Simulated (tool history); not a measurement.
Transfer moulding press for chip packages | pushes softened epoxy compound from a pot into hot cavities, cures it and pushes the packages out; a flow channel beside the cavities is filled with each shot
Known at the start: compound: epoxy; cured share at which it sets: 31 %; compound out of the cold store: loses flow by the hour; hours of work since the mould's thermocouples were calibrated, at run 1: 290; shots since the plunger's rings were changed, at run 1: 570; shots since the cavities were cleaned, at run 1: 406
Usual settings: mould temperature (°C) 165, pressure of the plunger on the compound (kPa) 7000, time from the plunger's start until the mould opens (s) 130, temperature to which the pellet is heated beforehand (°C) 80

run	day	mould temperature (°C)	pressure of the plunger on the compound (kPa)	time from the plunger's start until the mould opens (s)	temperature to which the pellet is heated beforehand (°C)	hours of work since the mould's thermocouples were calibrated	shots since the plunger's rings were changed	shots since the cavities were cleaned	incoming compound's hours out of the cold store	length that the compound runs in the flow channel (mm)	greatest force on the pins that push the packages out (N)
1	0.000	165	7000	130	80	290	570	406	27.2	992	172
2	1.654	165	7000	130	80	306	811	647	14.1	1028	169
# day 2.012: cavities cleaned with cleaning compound and waxed
3	4.488	165	7000	130	80	334	1216	362	44.6	926	166
# day 6.650: cavities cleaned with cleaning compound and waxed
4	6.725	165	7000	130	80	355	1534	12	11.0	1030	167
5	9.425	158	7000	130	80	381	1928	406	38.7	984	212
6	11.071	158	7000	130	80	397	2169	647	35.1	994	218
# day 11.350: cavities cleaned with cleaning compound and waxed
7	14.175	165	7000	130	80	427	2613	413	14.2	1035	175
# day 15.025: plunger's sealing rings changed
# day 16.142: cavities cleaned with cleaning compound and waxed
8	16.517	165	7000	130	80	448	209	56	41.8	940	167
9	18.304	165	7000	148	80	465	470	317	8.0	1055	164
10	19.846	165	7000	148	80	481	695	542	39.3	941	165
# day 20.725: cavities cleaned with cleaning compound and waxed
11	21.746	165	7000	148	80	498	963	149	29.1	982	163
12	23.421	165	7000	147	80	515	1208	394	39.5	949	153
13	25.183	161	7000	135	80	532	1466	652	36.2	976	186
# day 25.562: cavities cleaned with cleaning compound and waxed
14	27.808	161	7000	135	80	557	1840	328	41.7	964	183
# day 30.192: cavities cleaned with cleaning compound and waxed
15	31.108	166	8160	131	89	589	2313	134	14.2	1114	162
# day 34.154: plunger's sealing rings changed
16	34.329	165	8290	117	80	619	26	589	33.9	1042	173
# day 34.871: cavities cleaned with cleaning compound and waxed
17	37.612	170	7090	139	80	650	496	400	31.8	958	160
# day 39.546: cavities cleaned with cleaning compound and waxed
18	40.117	165	6980	123	80	674	853	83	36.5	962	168
19	42.479	165	6980	123	80	697	1198	428	36.7	942	169
# day 44.296: cavities cleaned with cleaning compound and waxed
20	45.192	165	6980	123	80	723	1585	131	39.9	937	167
21	47.367	166	7240	130	78	744	1903	449	19.5	1016	163
# day 48.892: cavities cleaned with cleaning compound and waxed
22	50.504	165	6720	130	72	774	2352	236	27.4	985	173

4 ways to go on from here, each from the tool as it stands after run 22. What would each give?
A	52.679	160	7000	130	88	795	2670	554	35.4	?	?
B	52.679	165	5530	127	84	795	2670	554	12.7	?	?
C	52.679	170	5490	130	80	795	2670	554	25.5	?	?
D	52.679	165	6720	125	72	795	2670	554	21.4	?	?

run	length that the compound runs in the flow channel (mm)	greatest force on the pins that push the packages out (N)
A	981	191
B	924	180
C	858	153
D	986	170
Without the tool's hidden state the same runs would have given:
run	length that the compound runs in the flow channel (mm)	greatest force on the pins that push the packages out (N)
A	982	187
B	925	176
C	859	150
D	987	166
